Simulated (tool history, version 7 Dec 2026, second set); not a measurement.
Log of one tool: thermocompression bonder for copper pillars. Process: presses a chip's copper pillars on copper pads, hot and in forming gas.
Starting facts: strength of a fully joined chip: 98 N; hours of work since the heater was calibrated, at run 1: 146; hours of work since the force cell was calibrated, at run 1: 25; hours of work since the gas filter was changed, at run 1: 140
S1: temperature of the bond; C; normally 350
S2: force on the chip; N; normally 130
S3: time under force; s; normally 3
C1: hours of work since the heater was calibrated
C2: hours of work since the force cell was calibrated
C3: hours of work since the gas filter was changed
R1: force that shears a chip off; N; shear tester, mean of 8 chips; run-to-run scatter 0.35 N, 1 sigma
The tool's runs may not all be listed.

| run | hour | S1 | S2 | S3 | C1 | C2 | C3 | R1 |
|---|---|---|---|---|---|---|---|---|
| 1 | 0.0 | 350 | 130 | 3 | 146 | 25 | 140 | 39.2 |
| 2 | 5.7 | 350 | 130 | 3 | 149 | 28 | 143 | 39.7 |
| 3 | 13.1 | 350 | 130 | 3 | 153 | 31 | 146 | 39.6 |
| 4 | 18.3 | 350 | 130 | 3 | 155 | 34 | 149 | 39.6 |
| 5 | 25.8 | 350 | 130 | 3 | 159 | 38 | 152 | 39.8 |
| 6 | 33.7 | 350 | 130 | 5 | 163 | 42 | 156 | 47.0 |
| 7 | 43.8 | 350 | 130 | 3 | 168 | 46 | 161 | 39.2 |
| 8 | 48.0 | 350 | 130 | 3 | 170 | 49 | 163 | 38.8 |
| 9 | 53.3 | 350 | 82 | 3 | 173 | 51 | 166 | 27.8 |
| 10 | 61.7 | 374 | 130 | 3 | 177 | 55 | 170 | 47.1 |
| 11 | 67.5 | 350 | 130 | 3 | 180 | 58 | 173 | 39.6 |
| 12 | 72.6 | 350 | 130 | 3 | 182 | 61 | 175 | 38.8 |
| 13 | 81.0 | 350 | 130 | 3 | 186 | 65 | 179 | 39.3 |
| 14 | 89.8 | 350 | 130 | 3 | 190 | 69 | 184 | 39.4 |
| 15 | 95.7 | 369 | 151 | 3 | 193 | 72 | 187 | 51.0 |
| 16 | 103.6 | 329 | 193 | 3 | 197 | 76 | 190 | 43.4 |
| 17 | 112.2 | 350 | 134 | 3 | 201 | 80 | 195 | 40.2 |
| 18 | 117.3 | 350 | 122 | 3 | 204 | 82 | 197 | 37.6 |
| 19 | 127.2 | 350 | 179 | 3 | 209 | 87 | 202 | 48.5 |
| 20 | 136.2 | 344 | 179 | 3 | 213 | 92 | 206 | 46.5 |
| 21 | 141.0 | 344 | 110 | 2 | 216 | 94 | 209 | 27.0 |
| 22 | 150.2 | 329 | 81 | 2 | 220 | 99 | 213 | 18.3 |
| 23 | 157.6 | 350 | 88 | 2 | 224 | 102 | 217 | 24.5 |
| 24 | 163.1 | 331 | 183 | 7 | 226 | 105 | 220 | 56.4 |
| 25 | 167.8 | 331 | 183 | 7 | 229 | 107 | 222 | 55.6 |
| 26 | 177.5 | 331 | 183 | 7 | 233 | 112 | 227 | 55.2 |

For run 27, what comes out?
| 27 | 186.2 | 346 | 82 | 7 | 238 | 116 | 231 | ? |

Run 27 yielded R1 37.2 N.
Minus the tool's unlogged condition, the same run would have read R1 39.5 N.
